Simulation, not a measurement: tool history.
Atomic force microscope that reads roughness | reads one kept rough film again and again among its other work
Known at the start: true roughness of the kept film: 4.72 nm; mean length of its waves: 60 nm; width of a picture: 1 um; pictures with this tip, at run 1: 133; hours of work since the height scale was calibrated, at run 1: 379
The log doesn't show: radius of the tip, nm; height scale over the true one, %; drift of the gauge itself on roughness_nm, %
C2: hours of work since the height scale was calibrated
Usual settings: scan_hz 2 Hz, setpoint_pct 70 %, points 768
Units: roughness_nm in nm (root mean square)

{"run": 1, "hour": 0.0, "scan_hz": 2, "setpoint_pct": 70, "points": 768, "pictures with this tip": 133, "C2": 379, "roughness_nm": 4.085}
{"run": 2, "hour": 22.0, "scan_hz": 2, "setpoint_pct": 70, "points": 768, "pictures with this tip": 154, "C2": 389, "roughness_nm": 4.078}
{"run": 3, "hour": 45.0, "scan_hz": 2, "setpoint_pct": 70, "points": 768, "pictures with this tip": 177, "C2": 400, "roughness_nm": 4.078}
{"run": 4, "hour": 57.1, "scan_hz": 0.54, "setpoint_pct": 70, "points": 768, "pictures with this tip": 188, "C2": 405, "roughness_nm": 4.346}
{"run": 5, "hour": 76.3, "scan_hz": 0.54, "setpoint_pct": 70, "points": 768, "pictures with this tip": 207, "C2": 414, "roughness_nm": 4.391}
{"run": 6, "hour": 96.5, "scan_hz": 0.54, "setpoint_pct": 70, "points": 768, "pictures with this tip": 227, "C2": 424, "roughness_nm": 4.375}
{"run": 7, "hour": 108.2, "scan_hz": 0.54, "setpoint_pct": 84, "points": 464, "pictures with this tip": 238, "C2": 429, "roughness_nm": 4.227}
{"run": 8, "hour": 121.7, "scan_hz": 0.54, "setpoint_pct": 84, "points": 464, "pictures with this tip": 251, "C2": 436, "roughness_nm": 4.229}
{"hour": 135.0, "done": "new tip fitted"}
{"run": 9, "hour": 147.2, "scan_hz": 2, "setpoint_pct": 61, "points": 768, "pictures with this tip": 11, "C2": 447, "roughness_nm": 4.261}
{"run": 10, "hour": 158.9, "scan_hz": 0.56, "setpoint_pct": 62, "points": 648, "pictures with this tip": 23, "C2": 453, "roughness_nm": 4.413}
{"run": 11, "hour": 171.4, "scan_hz": 3.8, "setpoint_pct": 70, "points": 768, "pictures with this tip": 35, "C2": 459, "roughness_nm": 3.758}
{"run": 12, "hour": 194.4, "scan_hz": 2.85, "setpoint_pct": 70, "points": 812, "pictures with this tip": 57, "C2": 470, "roughness_nm": 3.924}

5 ways to go on from here, each from the tool as it stands after run 12. What would each give?
{"run": "A", "hour": 213.8, "scan_hz": 0.96, "setpoint_pct": 76, "points": 1019, "pictures with this tip": 76, "C2": 479, "roughness_nm": "?"}
{"run": "B", "hour": 213.8, "scan_hz": 1.37, "setpoint_pct": 70, "points": 768, "pictures with this tip": 76, "C2": 479, "roughness_nm": "?"}
{"run": "C", "hour": 213.8, "scan_hz": 3.32, "setpoint_pct": 80, "points": 821, "pictures with this tip": 76, "C2": 479, "roughness_nm": "?"}
{"run": "D", "hour": 213.8, "scan_hz": 1.22, "setpoint_pct": 70, "points": 772, "pictures with this tip": 76, "C2": 479, "roughness_nm": "?"}
{"run": "E", "hour": 213.8, "scan_hz": 2.73, "setpoint_pct": 72, "points": 505, "pictures with this tip": 76, "C2": 479, "roughness_nm": "?"}

run=A roughness_nm=4.224
run=B roughness_nm=4.19
run=C roughness_nm=3.508
run=D roughness_nm=4.255
run=E roughness_nm=3.914
Without the tool's hidden state the same runs would have given:
run=A roughness_nm=4.226
run=B roughness_nm=4.192
run=C roughness_nm=3.51
run=D roughness_nm=4.257
run=E roughness_nm=3.915

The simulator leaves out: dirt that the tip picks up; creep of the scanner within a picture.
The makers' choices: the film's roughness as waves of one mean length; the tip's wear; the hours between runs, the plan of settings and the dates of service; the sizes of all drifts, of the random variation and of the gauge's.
